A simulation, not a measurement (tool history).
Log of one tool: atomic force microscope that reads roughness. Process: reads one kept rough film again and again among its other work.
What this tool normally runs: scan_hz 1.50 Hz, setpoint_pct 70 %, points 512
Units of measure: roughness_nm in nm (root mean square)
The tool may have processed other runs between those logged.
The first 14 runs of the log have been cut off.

run,day,scan_hz,setpoint_pct,points,pictures with this tip,hours of work since the height scale was calibrated,roughness_nm
15,4.571,1.50,70,512,30,237,2.708
16,4.862,1.50,70,512,43,241,2.704
17,5.158,1.50,70,512,56,245,2.698
18,5.392,1.50,70,512,66,249,2.715
19,5.700,1.50,70,512,79,253,2.705
20,5.975,1.50,70,512,91,257,2.695
21,6.354,3.78,84,512,107,262,1.964
22,6.558,3.78,84,512,116,265,1.960
23,7.029,0.56,71,512,137,272,2.855
24,7.421,0.56,71,512,154,278,2.851
25,7.646,1.50,70,337,163,281,2.699
26,7.858,0.84,70,716,173,284,2.813
27,8.225,0.84,70,716,189,289,2.810

Estimate the outcome of run 28 from the log above:
28,8.542,0.84,78,323,202,294,?

{"run 28": {"roughness_nm": 2.723}}
If the tool had no hidden condition, the same run with the same run-to-run variation would have returned roughness_nm 2.728 nm (root mean square).

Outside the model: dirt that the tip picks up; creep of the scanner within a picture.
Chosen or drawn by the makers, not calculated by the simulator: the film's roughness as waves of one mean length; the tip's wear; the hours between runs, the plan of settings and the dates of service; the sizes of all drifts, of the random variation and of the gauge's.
